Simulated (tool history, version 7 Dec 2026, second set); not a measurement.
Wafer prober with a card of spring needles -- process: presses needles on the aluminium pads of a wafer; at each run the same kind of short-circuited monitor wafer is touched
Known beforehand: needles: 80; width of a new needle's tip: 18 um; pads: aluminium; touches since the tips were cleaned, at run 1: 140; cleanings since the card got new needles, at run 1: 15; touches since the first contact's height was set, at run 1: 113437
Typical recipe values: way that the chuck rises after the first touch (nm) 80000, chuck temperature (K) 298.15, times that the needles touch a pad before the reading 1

| run | hour | way that the chuck rises after the first touch (nm) | chuck temperature (K) | times that the needles touch a pad before the reading | touches since the tips were cleaned | cleanings since the card got new needles | touches since the first contact's height was set | resistance of one needle with its contact and lead (mohm) | way that a needle slides on the pad (nm) |
|---|---|---|---|---|---|---|---|---|---|
| 1 | 0 | 80000 | 298.15 | 1 | 140 | 15 | 113437 | 153 | 16250 |
| 2 | 9.7 | 80000 | 298.15 | 1 | 2049 | 15 | 115346 | 151 | 16160 |
| 3 | 17.6 | 80000 | 298.15 | 3 | 3608 | 15 | 116905 | 153 | 16130 |
|  | 31.5 | tips cleaned on abrasive film |
| 4 | 31.7 | 80000 | 298.15 | 1 | 41 | 16 | 119661 | 148 | 16260 |
| 5 | 41 | 80000 | 298.15 | 3 | 1856 | 16 | 121476 | 150 | 15870 |
| 6 | 59.3 | 80000 | 298.15 | 3 | 5472 | 16 | 125092 | 149 | 16200 |
|  | 64.7 | tips cleaned on abrasive film |
| 7 | 66.9 | 80000 | 298.15 | 3 | 433 | 17 | 126559 | 153 | 15970 |
| 8 | 76.4 | 80000 | 298.15 | 3 | 2301 | 17 | 128427 | 152 | 16120 |
| 9 | 85.9 | 80000 | 298.15 | 2 | 4182 | 17 | 130308 | 153 | 16050 |
|  | 97.1 | tips cleaned on abrasive film |
| 10 | 98.2 | 80000 | 298.15 | 1 | 209 | 18 | 132703 | 149 | 16270 |
| 11 | 110.8 | 80000 | 298.15 | 1 | 2693 | 18 | 135187 | 153 | 15940 |
| 12 | 118.8 | 80000 | 298.15 | 1 | 4256 | 18 | 136750 | 153 | 16200 |
|  | 129 | tips cleaned on abrasive film |
| 13 | 131.9 | 80000 | 298.15 | 1 | 567 | 19 | 139314 | 151 | 16290 |
| 14 | 150.2 | 80000 | 298.15 | 1 | 4177 | 19 | 142924 | 150 | 16030 |
|  | 161.1 | tips cleaned on abrasive film |
| 15 | 164 | 80000 | 309.15 | 1 | 573 | 20 | 145618 | 151 | 16030 |
| 16 | 176.8 | 80000 | 309.15 | 1 | 3080 | 20 | 148125 | 154 | 16100 |
| 17 | 186 | 80000 | 309.15 | 1 | 4893 | 20 | 149938 | 154 | 16210 |
|  | 192.8 | tips cleaned on abrasive film |
| 18 | 200.2 | 66000 | 312.15 | 3 | 1455 | 21 | 152721 | 154 | 13180 |
| 19 | 207.6 | 80000 | 327.15 | 2 | 2909 | 21 | 154175 | 154 | 16290 |
| 20 | 223.3 | 94000 | 298.15 | 1 | 5996 | 21 | 157262 | 150 | 18970 |
|  | 224.5 | tips cleaned on abrasive film |
| 21 | 236.2 | 61000 | 307.15 | 1 | 2310 | 22 | 159784 | 156 | 12410 |
| 22 | 246.6 | 61000 | 307.15 | 1 | 4358 | 22 | 161832 | 157 | 12290 |
|  | 256.2 | tips cleaned on abrasive film |
| 23 | 259.5 | 80000 | 304.15 | 2 | 649 | 23 | 164350 | 151 | 16110 |
| 24 | 272.7 | 80000 | 316.15 | 2 | 3250 | 23 | 166951 | 153 | 16080 |
|  | 288.4 | tips cleaned on abrasive film |
| 25 | 290.2 | 80000 | 316.15 | 2 | 347 | 24 | 170370 | 153 | 16090 |
| 26 | 306.3 | 71000 | 312.15 | 2 | 3518 | 24 | 173541 | 158 | 14320 |
|  | 320.2 | tips cleaned on abrasive film |
| 27 | 322.3 | 80000 | 325.15 | 3 | 410 | 25 | 176661 | 155 | 16090 |
| 28 | 334.5 | 80000 | 391.15 | 3 | 2816 | 25 | 179067 | 165 | 15920 |
|  | 352.4 | tips cleaned on abrasive film |
| 29 | 352.4 | 92000 | 391.15 | 3 | 0 | 26 | 182571 | 164 | 18370 |
| 30 | 369.7 | 80000 | 298.15 | 3 | 3400 | 26 | 185971 | 154 | 16100 |
| 31 | 377.2 | 93000 | 307.15 | 1 | 4876 | 26 | 187447 | 150 | 18590 |
|  | 384.3 | tips cleaned on abrasive film |
| 32 | 387.1 | 93000 | 307.15 | 1 | 551 | 27 | 189376 | 150 | 18730 |
| 33 | 405.4 | 82000 | 315.15 | 1 | 4146 | 27 | 192971 | 154 | 16490 |
|  | 416.6 | tips cleaned on abrasive film |
| 34 | 421.5 | 82000 | 301.15 | 2 | 969 | 28 | 196132 | 151 | 16470 |

Here are 4 independent what-if runs from the current tool condition. What would each one return?
| A | 435.8 | 90000 | 321.15 | 2 | 3770 | 28 | 198933 | ? | ? |
| B | 435.8 | 85000 | 298.15 | 1 | 3770 | 28 | 198933 | ? | ? |
| C | 435.8 | 70000 | 380.15 | 2 | 3770 | 28 | 198933 | ? | ? |
| D | 435.8 | 75000 | 349.15 | 1 | 3770 | 28 | 198933 | ? | ? |

| run | resistance of one needle with its contact and lead (mohm) | way that a needle slides on the pad (nm) |
|---|---|---|
| A | 155 | 18150 |
| B | 150 | 17100 |
| C | 171 | 14080 |
| D | 163 | 14880 |
Without the tool's unlogged condition, the same runs would have read:
| run | resistance of one needle with its contact and lead (mohm) | way that a needle slides on the pad (nm) |
|---|---|---|
| A | 155 | 18160 |
| B | 150 | 17110 |
| C | 171 | 14090 |
| D | 163 | 14890 |

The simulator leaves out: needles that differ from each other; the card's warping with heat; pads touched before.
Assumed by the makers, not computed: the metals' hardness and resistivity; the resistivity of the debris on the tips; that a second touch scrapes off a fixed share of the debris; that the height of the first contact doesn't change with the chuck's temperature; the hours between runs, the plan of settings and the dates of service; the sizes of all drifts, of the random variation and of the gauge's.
